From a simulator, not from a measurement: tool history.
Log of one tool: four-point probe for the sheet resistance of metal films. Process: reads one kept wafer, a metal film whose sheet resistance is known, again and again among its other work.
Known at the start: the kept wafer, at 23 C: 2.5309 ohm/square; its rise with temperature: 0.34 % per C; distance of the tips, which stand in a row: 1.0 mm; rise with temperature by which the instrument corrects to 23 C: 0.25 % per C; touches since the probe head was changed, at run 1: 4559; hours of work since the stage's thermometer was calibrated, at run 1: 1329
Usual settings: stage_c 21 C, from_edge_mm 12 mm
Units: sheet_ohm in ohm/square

run	hour	stage_c	from_edge_mm	touches since the probe head was changed	hours of work since the stage's thermometer was calibrated	sheet_ohm
1	0	21	12	4559	1329	2.535871
2	15.4	21	12	4822	1340	2.536113
3	34.3	31	12	5147	1352	2.558765
4	52.8	21	12	5463	1364	2.535452
5	73.1	21	12	5811	1378	2.535152
6	83.9	21	12	5995	1385	2.535057

Forecast run 7:
7	98.8	21	12	6251	1394	?

sheet_ohm: 2.536336 ohm/square
Without the tool's hidden state the same run would have given sheet_ohm 2.536125 ohm/square.

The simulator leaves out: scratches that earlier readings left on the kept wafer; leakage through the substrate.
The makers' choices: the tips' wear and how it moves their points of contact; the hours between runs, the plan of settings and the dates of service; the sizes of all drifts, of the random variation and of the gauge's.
